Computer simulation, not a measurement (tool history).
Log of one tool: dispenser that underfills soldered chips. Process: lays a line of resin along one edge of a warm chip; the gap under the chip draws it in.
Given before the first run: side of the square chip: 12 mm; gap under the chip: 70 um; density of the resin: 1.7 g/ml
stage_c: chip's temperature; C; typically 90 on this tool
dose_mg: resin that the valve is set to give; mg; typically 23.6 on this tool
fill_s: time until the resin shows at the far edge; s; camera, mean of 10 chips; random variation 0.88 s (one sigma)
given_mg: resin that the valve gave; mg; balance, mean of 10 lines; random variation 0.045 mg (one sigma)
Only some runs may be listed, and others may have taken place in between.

run 1 day=0.000 | stage_c=90 dose_mg=23.6 | fill_s=110.8 given_mg=23.04
run 2 day=0.329 | stage_c=90 dose_mg=23.6 | fill_s=176.3 given_mg=22.87
-- day=0.479 new syringe of resin
run 3 day=0.588 | stage_c=92 dose_mg=23.6 | fill_s=92.5 given_mg=22.82
run 4 day=0.767 | stage_c=92 dose_mg=23.6 | fill_s=120.5 given_mg=22.76
-- day=0.958 dispensing valve cleaned and set on the balance
run 5 day=0.979 | stage_c=92 dose_mg=23.6 | fill_s=149.5 given_mg=23.53
run 6 day=1.162 | stage_c=92 dose_mg=23.6 | fill_s=193.9 given_mg=23.53
-- day=1.196 new syringe of resin
run 7 day=1.550 | stage_c=92 dose_mg=23.6 | fill_s=129.5 given_mg=23.53
run 8 day=1.708 | stage_c=92 dose_mg=23.6 | fill_s=159.9 given_mg=23.38
-- day=1.883 new syringe of resin
run 9 day=2.054 | stage_c=95 dose_mg=23.6 | fill_s=89.3 given_mg=23.28
run 10 day=2.242 | stage_c=95 dose_mg=23.6 | fill_s=115.6 given_mg=23.26
run 11 day=2.538 | stage_c=90 dose_mg=23.6 | fill_s=203.5 given_mg=23.20
-- day=2.579 new syringe of resin
run 12 day=2.938 | stage_c=90 dose_mg=23.6 | fill_s=138.6 given_mg=23.12
run 13 day=3.196 | stage_c=90 dose_mg=23.6 | fill_s=197.9 given_mg=23.07
-- day=3.250 new syringe of resin
run 14 day=3.408 | stage_c=90 dose_mg=23.6 | fill_s=107.1 given_mg=23.06
run 15 day=3.750 | stage_c=86 dose_mg=23.6 | fill_s=199.5 given_mg=22.97
-- day=3.925 new syringe of resin
run 16 day=4.021 | stage_c=90 dose_mg=22.8 | fill_s=97.6 given_mg=22.03
-- day=4.283 dispensing valve cleaned and set on the balance
run 17 day=4.300 | stage_c=90 dose_mg=22.8 | fill_s=135.4 given_mg=22.82
run 18 day=4.521 | stage_c=90 dose_mg=22.8 | fill_s=185.9 given_mg=22.69
-- day=4.671 new syringe of resin
run 19 day=4.796 | stage_c=100 dose_mg=20.4 | fill_s=73.7 given_mg=20.19
run 20 day=5.021 | stage_c=78 dose_mg=20.4 | fill_s=224.9 given_mg=20.26
run 21 day=5.296 | stage_c=100 dose_mg=25.0 | fill_s=138.0 given_mg=24.65
-- day=5.367 new syringe of resin
run 22 day=5.579 | stage_c=87 dose_mg=28.6 | fill_s=124.6 given_mg=28.17
run 23 day=5.783 | stage_c=87 dose_mg=28.6 | fill_s=167.2 given_mg=28.09
run 24 day=6.012 | stage_c=90 dose_mg=23.6 | fill_s=207.4 given_mg=23.10
-- day=6.046 new syringe of resin
run 25 day=6.262 | stage_c=90 dose_mg=23.6 | fill_s=114.0 given_mg=23.01
run 26 day=6.562 | stage_c=91 dose_mg=29.2 | fill_s=159.6 given_mg=28.44
-- day=6.721 new syringe of resin
run 27 day=6.904 | stage_c=78 dose_mg=23.2 | fill_s=175.7 given_mg=22.57
run 28 day=7.296 | stage_c=98 dose_mg=24.3 | fill_s=140.8 given_mg=23.57
-- day=7.388 new syringe of resin
run 29 day=7.542 | stage_c=87 dose_mg=29.9 | fill_s=115.0 given_mg=28.87
-- day=7.608 dispensing valve cleaned and set on the balance
run 30 day=7.775 | stage_c=87 dose_mg=29.9 | fill_s=149.7 given_mg=29.88
run 31 day=7.962 | stage_c=97 dose_mg=22.4 | fill_s=141.9 given_mg=22.34
-- day=8.121 new syringe of resin
run 32 day=8.154 | stage_c=76 dose_mg=25.5 | fill_s=147.4 given_mg=25.44
run 33 day=8.467 | stage_c=99 dose_mg=30.5 | fill_s=93.7 given_mg=30.33
run 34 day=8.775 | stage_c=84 dose_mg=28.8 | fill_s=253.6 given_mg=28.63
-- day=8.817 new syringe of resin
run 35 day=8.962 | stage_c=76 dose_mg=23.6 | fill_s=181.2 given_mg=23.36

Alternative continuations, all from the tool just after run 35; predict every row:
run A day=9.212 | stage_c=96 dose_mg=25.0 | fill_s=? given_mg=?
run B day=9.212 | stage_c=92 dose_mg=24.9 | fill_s=? given_mg=?
run C day=9.212 | stage_c=97 dose_mg=21.9 | fill_s=? given_mg=?
run D day=9.212 | stage_c=105 dose_mg=23.6 | fill_s=? given_mg=?
run E day=9.212 | stage_c=103 dose_mg=27.5 | fill_s=? given_mg=?

run=A fill_s=116.9 given_mg=24.76
run=B fill_s=136.6 given_mg=24.60
run=C fill_s=117.1 given_mg=21.52
run=D fill_s=87.5 given_mg=23.35
run=E fill_s=90.4 given_mg=27.11
Without the tool's hidden state the same runs would have given:
run=A fill_s=65.4 given_mg=25.11
run=B fill_s=76.2 given_mg=24.94
run=C fill_s=65.4 given_mg=21.83
run=D fill_s=49.0 given_mg=23.68
run=E fill_s=50.7 given_mg=27.49
